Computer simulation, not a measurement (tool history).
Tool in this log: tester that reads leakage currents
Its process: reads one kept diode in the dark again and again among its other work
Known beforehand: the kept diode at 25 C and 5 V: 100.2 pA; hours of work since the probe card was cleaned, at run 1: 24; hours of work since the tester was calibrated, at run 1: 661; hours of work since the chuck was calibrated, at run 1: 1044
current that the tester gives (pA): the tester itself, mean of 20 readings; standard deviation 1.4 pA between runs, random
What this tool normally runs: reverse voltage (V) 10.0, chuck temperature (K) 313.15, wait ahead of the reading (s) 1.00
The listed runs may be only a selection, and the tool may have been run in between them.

run     day  reverse voltage (V)  chuck temperature (K)  wait ahead of the reading (s)  hours of work since the probe card was cleaned  hours of work since the tester was calibrated  hours of work since the chuck was calibrated  current that the tester gives (pA)
  1   0.000                 10.0                 313.15                           1.00                                              24                                            661                                          1044                              452.39
  2   0.833                 10.0                 313.15                           1.00                                              36                                            673                                          1057                              452.34
  3   2.550                 10.0                 313.15                           1.00                                              62                                            699                                          1083                              451.02
  4   3.779                  2.0                 313.15                           1.00                                              81                                            717                                          1101                              185.76
  5   5.446                  2.0                 313.15                           1.00                                             106                                            743                                          1126                              184.95
  6   6.221                 10.0                 331.15                           1.00                                             117                                            754                                          1138                             1507.56
  7   7.092                  2.7                 313.15                           0.89                                             130                                            767                                          1151                              219.11
  8   7.967                  2.7                 313.15                           0.89                                             144                                            780                                          1164                              218.60
  9   8.742                  8.1                 313.15                           1.06                                             155                                            792                                          1176                              402.60
 10  10.171                  8.1                 319.15                           0.47                                             177                                            813                                          1197                              611.81
 11  11.700                  8.1                 319.15                           0.47                                             200                                            836                                          1220                              613.49

Branching from run 11: 5 alternative next runs. What would each branch give?
  A  13.071                  6.4                 327.15                           1.03                                             220                                            857                                          1241                                   ?
  B  13.071                  1.4                 298.15                           1.38                                             220                                            857                                          1241                                   ?
  C  13.071                  1.4                 326.15                           0.97                                             220                                            857                                          1241                                   ?
  D  13.071                  1.1                 300.15                           2.28                                             220                                            857                                          1241                                   ?
  E  13.071                  8.1                 314.15                           0.47                                             220                                            857                                          1241                                   ?

run  current that the tester gives (pA)
  A                              906.46
  B                               49.99
  C                              368.83
  D                               50.72
  E                              432.91
Had the tool no hidden state, the same runs would have come out as:
run  current that the tester gives (pA)
  A                              904.87
  B                               49.89
  C                              368.18
  D                               50.61
  E                              432.08

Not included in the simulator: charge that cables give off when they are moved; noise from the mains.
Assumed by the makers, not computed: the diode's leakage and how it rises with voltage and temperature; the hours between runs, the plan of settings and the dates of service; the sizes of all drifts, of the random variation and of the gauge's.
